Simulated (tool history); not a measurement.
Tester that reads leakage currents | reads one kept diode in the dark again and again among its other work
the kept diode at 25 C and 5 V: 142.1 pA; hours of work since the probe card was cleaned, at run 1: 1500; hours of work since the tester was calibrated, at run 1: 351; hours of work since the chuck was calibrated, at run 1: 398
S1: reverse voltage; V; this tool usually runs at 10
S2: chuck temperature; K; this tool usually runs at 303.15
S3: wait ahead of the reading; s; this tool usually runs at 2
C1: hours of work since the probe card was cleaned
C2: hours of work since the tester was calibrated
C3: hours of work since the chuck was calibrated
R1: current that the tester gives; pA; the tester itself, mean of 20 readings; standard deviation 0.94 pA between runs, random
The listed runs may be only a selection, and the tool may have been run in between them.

Run 1, hour 0: usual settings; C1 1500; C2 351; C3 398. Result: R1 312.89 pA.
Run 2, hour 30.5: usual settings but S2 329.15 K; C1 1515; C2 366; C3 414. Result: R1 2477.19 pA.
Run 3, hour 49.1: usual settings but S2 329.15 K; C1 1524; C2 375; C3 423. Result: R1 2469.36 pA.
Run 4, hour 75.1: usual settings but S2 329.15 K; C1 1537; C2 388; C3 436. Result: R1 2469.87 pA.
Run 5, hour 96.3: usual settings but S2 329.15 K; C1 1547; C2 398; C3 446. Result: R1 2492.28 pA.
Run 6, hour 118.3: usual settings but S2 329.15 K; C1 1558; C2 409; C3 457. Result: R1 2466.83 pA.
Run 7, hour 141.8: usual settings but S2 329.15 K; C1 1570; C2 421; C3 469. Result: R1 2469.2 pA.
Run 8, hour 172.1: usual settings but S2 329.15 K; C1 1585; C2 436; C3 484. Result: R1 2472.27 pA.
Run 9, hour 206.2: usual settings but S2 329.15 K; C1 1602; C2 453; C3 501. Result: R1 2468.33 pA.
Run 10, hour 235: usual settings; C1 1616; C2 467; C3 515. Result: R1 313.08 pA.
Run 11, hour 258.5: usual settings; C1 1628; C2 479; C3 527. Result: R1 312.82 pA.
Run 12, hour 291.4: usual settings; C1 1644; C2 495; C3 543. Result: R1 312.85 pA.
Run 13, hour 327.1: usual settings; C1 1662; C2 513; C3 561. Result: R1 312.85 pA.
Run 14, hour 343.6: usual settings; C1 1670; C2 521; C3 569. Result: R1 312.01 pA.
Run 15, hour 370.1: usual settings but S2 323.15 K; C1 1683; C2 534; C3 582. Result: R1 1580.69 pA.
Run 16, hour 396: usual settings but S2 323.15 K; C1 1696; C2 547; C3 595. Result: R1 1587.36 pA.
Run 17, hour 419.6: usual settings but S2 312.15 K; C1 1708; C2 559; C3 606. Result: R1 662.13 pA.
Run 18, hour 434.4: usual settings; C1 1715; C2 566; C3 614. Result: R1 311.74 pA.
Run 19, hour 452.9: usual settings; C1 1724; C2 575; C3 623. Result: R1 311.6 pA.
Run 20, hour 488.3: usual settings but S2 293.15 K, S3 1.39 s; C1 1742; C2 593; C3 641. Result: R1 127.82 pA.
Run 21, hour 507.3: usual settings but S2 293.15 K, S3 3.92 s; C1 1751; C2 602; C3 650. Result: R1 127.94 pA.
Run 22, hour 538.4: usual settings but S3 1.94 s; C1 1766; C2 617; C3 665. Result: R1 312.13 pA.
Run 23, hour 562.6: usual settings but S1 7.1 V, S2 326.15 K, S3 2.37 s; C1 1778; C2 629; C3 677. Result: R1 1681.56 pA.
Run 24, hour 578.7: usual settings but S1 13.2 V, S2 294.15 K, S3 5.75 s; C1 1786; C2 637; C3 685. Result: R1 160.94 pA.
Run 25, hour 593.7: usual settings but S2 302.15 K, S3 1.12 s; C1 1794; C2 645; C3 693. Result: R1 284.52 pA.
Run 26, hour 618.9: usual settings but S1 10.5 V, S2 321.15 K; C1 1806; C2 657; C3 705. Result: R1 1396.39 pA.
Run 27, hour 654.2: usual settings but S1 3.6 V, S2 328.15 K; C1 1824; C2 675; C3 723. Result: R1 1384.93 pA.
Run 28, hour 674.4: usual settings but S1 3.6 V, S2 328.15 K; C1 1834; C2 685; C3 733. Result: R1 1378.92 pA.
Run 29, hour 689.5: usual settings but S1 3.6 V, S2 328.15 K; C1 1841; C2 692; C3 740. Result: R1 1385.76 pA.
Run 30, hour 720: usual settings but S1 4.7 V, S2 321.15 K, S3 3.27 s; C1 1856; C2 707; C3 755. Result: R1 930.77 pA.
Run 31, hour 751: usual settings but S1 4.7 V, S2 321.15 K, S3 3.27 s; C1 1872; C2 723; C3 771. Result: R1 931.92 pA.
Run 32, hour 769: usual settings but S1 2.9 V, S3 1.42 s; C1 1881; C2 732; C3 780. Result: R1 168.59 pA.
Run 33, hour 784.2: usual settings but S1 2.9 V, S3 1.42 s; C1 1888; C2 739; C3 787. Result: R1 169.01 pA.
Run 34, hour 817.5: usual settings but S1 9 V, S2 301.15 K, S3 0.82 s; C1 1905; C2 756; C3 804. Result: R1 248.1 pA.
Run 35, hour 845.8: usual settings but S3 1.5 s; C1 1919; C2 770; C3 818. Result: R1 311.89 pA.
Run 36, hour 875.4: usual settings but S1 1.7 V, S2 313.15 K, S3 4.06 s; C1 1933; C2 785; C3 832. Result: R1 298.25 pA.
Run 37, hour 892.2: usual settings but S1 2.1 V, S2 308.15 K, S3 8.99 s; C1 1942; C2 793; C3 841. Result: R1 219.37 pA.
Run 38, hour 911.4: usual settings but S1 1.4 V, S2 308.15 K, S3 8.99 s; C1 1951; C2 802; C3 850. Result: R1 179 pA.

Predict each of these 5 candidate next runs independently; none follows another, all start after run 38:
Run A, hour 934.2: usual settings but S1 1.1 V, S2 296.15 K, S3 0.9 s; C1 1963; C2 814; C3 862. Result: R1 ?.
Run B, hour 934.2: usual settings but S1 2.8 V, S2 326.15 K, S3 0.4 s; C1 1963; C2 814; C3 862. Result: R1 ?.
Run C, hour 934.2: usual settings but S1 1.4 V, S2 308.15 K, S3 0.52 s; C1 1963; C2 814; C3 862. Result: R1 ?.
Run D, hour 934.2: usual settings but S1 2.6 V, S2 295.15 K, S3 1.36 s; C1 1963; C2 814; C3 862. Result: R1 ?.
Run E, hour 934.2: usual settings but S1 2 V, S2 331.15 K, S3 3.57 s; C1 1963; C2 814; C3 862. Result: R1 ?.

run       R1
  A    56.22
  B  1052.66
  C   179.72
  D    77.94
  E  1285.21
Stripped of hidden state, with their random variation kept, the same runs would have yielded:
run       R1
  A    56.18
  B  1052.29
  C   179.64
  D    77.88
  E  1284.78
